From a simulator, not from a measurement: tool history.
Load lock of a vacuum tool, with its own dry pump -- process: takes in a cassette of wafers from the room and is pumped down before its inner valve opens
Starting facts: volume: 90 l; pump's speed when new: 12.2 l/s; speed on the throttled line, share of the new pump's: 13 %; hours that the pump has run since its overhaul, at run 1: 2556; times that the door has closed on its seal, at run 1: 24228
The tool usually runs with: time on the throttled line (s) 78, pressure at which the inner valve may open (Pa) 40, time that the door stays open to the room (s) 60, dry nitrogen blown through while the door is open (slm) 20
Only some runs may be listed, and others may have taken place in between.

| run | hour | time on the throttled line (s) | pressure at which the inner valve may open (Pa) | time that the door stays open to the room (s) | dry nitrogen blown through while the door is open (slm) | hours that the pump has run since its overhaul | times that the door has closed on its seal | incoming humidity of the room's air, % | time from the closed door until the inner valve may open (s) | rise of the pressure with all valves shut (Pa/min) |
|---|---|---|---|---|---|---|---|---|---|---|
| 1 | 0 | 78 | 40 | 60 | 20 | 2556 | 24228 | 43.1 | 127.8 | 0.153 |
| 2 | 372.2 | 78 | 40 | 60 | 20 | 2928 | 25822 | 44.7 | 127.7 | 0.164 |
| 3 | 693.7 | 78 | 40 | 60 | 20 | 3250 | 27200 | 45.6 | 128 | 0.173 |
| 4 | 1052.9 | 78 | 40 | 60 | 20 | 3609 | 28739 | 46.5 | 128.5 | 0.194 |
| 5 | 1406.3 | 78 | 40 | 60 | 20 | 3962 | 30253 | 45.6 | 128.6 | 0.203 |
| 6 | 1816.7 | 78 | 40 | 60 | 20 | 4373 | 32011 | 46.4 | 128 | 0.224 |
| 7 | 2316.8 | 78 | 40 | 60 | 20 | 4873 | 34154 | 45.8 | 128.6 | 0.248 |
|  | 2566.1 | door's seal changed, seat wiped |
| 8 | 2768.8 | 78 | 40 | 60 | 20 | 5323 | 868 | 45.9 | 128.8 | 0.03 |
| 9 | 3273.9 | 78 | 40 | 60 | 34 | 5828 | 3032 | 44.3 | 129.3 | 0.028 |
| 10 | 3881.1 | 78 | 40 | 49 | 20 | 6435 | 5633 | 44.2 | 129.1 | 0.043 |
| 11 | 4175.4 | 78 | 40 | 49 | 20 | 6730 | 6895 | 43.6 | 130 | 0.041 |
| 12 | 4710.6 | 78 | 40 | 49 | 20 | 7265 | 9187 | 43.3 | 130.4 | 0.053 |
| 13 | 5120.6 | 78 | 40 | 49 | 20 | 7675 | 10944 | 45.4 | 130.3 | 0.064 |
| 14 | 5740.4 | 78 | 40 | 60 | 6 | 8295 | 13599 | 43.5 | 130.9 | 0.093 |
| 15 | 6372.8 | 78 | 40 | 60 | 6 | 8927 | 16309 | 42.2 | 130.9 | 0.104 |
| 16 | 6767.8 | 56 | 40 | 60 | 20 | 9322 | 18001 | 44.7 | 112.5 | 0.109 |
| 17 | 7280.6 | 56 | 40 | 60 | 20 | 9835 | 20198 | 43.7 | 112.2 | 0.124 |
| 18 | 7636.7 | 56 | 40 | 60 | 20 | 10191 | 21724 | 42.8 | 113.1 | 0.138 |
| 19 | 7945 | 56 | 40 | 60 | 20 | 10499 | 23045 | 43.2 | 113.1 | 0.148 |
| 20 | 8378.9 | 71 | 30 | 199 | 11 | 10933 | 24904 | 46.1 | 128.6 | 0.187 |
| 21 | 8901.9 | 71 | 30 | 199 | 14 | 11456 | 27145 | 48.2 | 129.3 | 0.207 |
| 22 | 9366.4 | 52 | 43 | 60 | 20 | 11921 | 29134 | 42.7 | 109.2 | 0.197 |
| 23 | 9669 | 77 | 70 | 57 | 20 | 12223 | 30431 | 44.4 | 126.6 | 0.21 |
| 24 | 10118.7 | 84 | 70 | 57 | 20 | 12673 | 32358 | 45.5 | 133.5 | 0.235 |
| 25 | 10542.4 | 78 | 41 | 60 | 11 | 13097 | 34173 | 44.2 | 133.5 | 0.259 |
|  | 10760.7 | door's seal changed, seat wiped |
| 26 | 10885.3 | 43 | 54 | 38 | 34 | 13438 | 534 | 39.5 | 100.5 | 0.018 |
| 27 | 11459.1 | 78 | 66 | 60 | 20 | 14012 | 2992 | 45.1 | 129.1 | 0.032 |
| 28 | 11944.6 | 78 | 66 | 60 | 20 | 14497 | 5072 | 46 | 129.9 | 0.041 |
| 29 | 12231 | 78 | 66 | 60 | 20 | 14784 | 6299 | 46.9 | 130.8 | 0.042 |
| 30 | 12569.3 | 78 | 66 | 60 | 20 | 15122 | 7749 | 46.8 | 130 | 0.047 |
| 31 | 13158.3 | 99 | 56 | 61 | 27 | 15711 | 10272 | 43.7 | 150 | 0.051 |
| 32 | 13672.8 | 99 | 56 | 61 | 27 | 16226 | 12476 | 45.4 | 149 | 0.072 |
| 33 | 14283 | 97 | 58 | 51 | 26 | 16836 | 15090 | 44.2 | 148.9 | 0.075 |
| 34 | 14793.6 | 97 | 34 | 47 | 26 | 17346 | 17278 | 43 | 152.4 | 0.098 |
| 35 | 15145.8 | 97 | 34 | 47 | 26 | 17699 | 18787 | 42.9 | 151.6 | 0.107 |
| 36 | 15540.6 | 97 | 34 | 47 | 26 | 18093 | 20479 | 49.8 | 153.1 | 0.124 |

Predict each of these 5 candidate next runs independently; none follows another, all start after run 36:
| A | 16083.9 | 78 | 48 | 161 | 20 | 18637 | 22806 | 43.2 | ? | ? |
| B | 16083.9 | 105 | 50 | 60 | 20 | 18637 | 22806 | 45.4 | ? | ? |
| C | 16083.9 | 109 | 40 | 159 | 5 | 18637 | 22806 | 45.3 | ? | ? |
| D | 16083.9 | 122 | 34 | 47 | 26 | 18637 | 22806 | 45.7 | ? | ? |
| E | 16083.9 | 78 | 40 | 85 | 20 | 18637 | 22806 | 48.2 | ? | ? |

| run | time from the closed door until the inner valve may open (s) | rise of the pressure with all valves shut (Pa/min) |
|---|---|---|
| A | 134.7 | 0.152 |
| B | 157.7 | 0.143 |
| C | 162 | 0.172 |
| D | 175.2 | 0.14 |
| E | 137.3 | 0.148 |
Stripped of hidden state, with their random variation kept, the same runs would have yielded:
| run | time from the closed door until the inner valve may open (s) | rise of the pressure with all valves shut (Pa/min) |
|---|---|---|
| A | 124.4 | 0.034 |
| B | 148.2 | 0.025 |
| C | 152.3 | 0.053 |
| D | 165.4 | 0.021 |
| E | 126.6 | 0.028 |
